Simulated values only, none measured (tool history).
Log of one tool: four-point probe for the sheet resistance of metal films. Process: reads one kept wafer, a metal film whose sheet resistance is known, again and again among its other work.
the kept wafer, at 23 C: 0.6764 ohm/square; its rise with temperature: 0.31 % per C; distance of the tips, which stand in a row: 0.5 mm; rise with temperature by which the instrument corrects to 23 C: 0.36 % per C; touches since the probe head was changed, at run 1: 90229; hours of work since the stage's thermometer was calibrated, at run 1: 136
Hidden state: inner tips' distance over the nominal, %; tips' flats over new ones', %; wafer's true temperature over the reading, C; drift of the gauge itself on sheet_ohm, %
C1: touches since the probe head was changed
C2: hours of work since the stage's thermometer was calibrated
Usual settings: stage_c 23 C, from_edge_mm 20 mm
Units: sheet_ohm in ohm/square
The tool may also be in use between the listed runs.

{"run": 1, "hour": 0.0, "stage_c": 23, "from_edge_mm": 20, "C1": 90229, "C2": 136, "sheet_ohm": 0.676396}
{"run": 2, "hour": 12.6, "stage_c": 34, "from_edge_mm": 20, "C1": 90884, "C2": 145, "sheet_ohm": 0.673175}
{"run": 3, "hour": 24.3, "stage_c": 34, "from_edge_mm": 20, "C1": 91494, "C2": 154, "sheet_ohm": 0.672915}
{"run": 4, "hour": 39.3, "stage_c": 34, "from_edge_mm": 20, "C1": 92271, "C2": 165, "sheet_ohm": 0.673082}
{"run": 5, "hour": 49.9, "stage_c": 34, "from_edge_mm": 20, "C1": 92821, "C2": 173, "sheet_ohm": 0.673291}
{"run": 6, "hour": 62.4, "stage_c": 21, "from_edge_mm": 20, "C1": 93474, "C2": 183, "sheet_ohm": 0.677291}
{"hour": 82.5, "done": "new probe head fitted"}
{"run": 7, "hour": 85.4, "stage_c": 21, "from_edge_mm": 20, "C1": 151, "C2": 199, "sheet_ohm": 0.677432}
{"run": 8, "hour": 98.5, "stage_c": 23, "from_edge_mm": 4, "C1": 830, "C2": 209, "sheet_ohm": 0.682029}
{"run": 9, "hour": 109.2, "stage_c": 23, "from_edge_mm": 54, "C1": 1386, "C2": 217, "sheet_ohm": 0.67619}
{"run": 10, "hour": 130.9, "stage_c": 26, "from_edge_mm": 20, "C1": 2514, "C2": 234, "sheet_ohm": 0.675707}
{"run": 11, "hour": 145.2, "stage_c": 30, "from_edge_mm": 57, "C1": 3258, "C2": 245, "sheet_ohm": 0.67427}
{"run": 12, "hour": 168.7, "stage_c": 26, "from_edge_mm": 39, "C1": 4481, "C2": 262, "sheet_ohm": 0.67534}
{"run": 13, "hour": 185.8, "stage_c": 30, "from_edge_mm": 11, "C1": 5373, "C2": 275, "sheet_ohm": 0.674814}
{"run": 14, "hour": 205.5, "stage_c": 30, "from_edge_mm": 11, "C1": 6394, "C2": 290, "sheet_ohm": 0.674914}

Hidden state at the last listed run before each entry between runs and at the first one after, where it differs:
Between runs 6 and 7: new probe head fitted (hour 82.5)
  inner tips' distance over the nominal, %: -0.007 -> -0.003; tips' flats over new ones', %: 1 -> 0
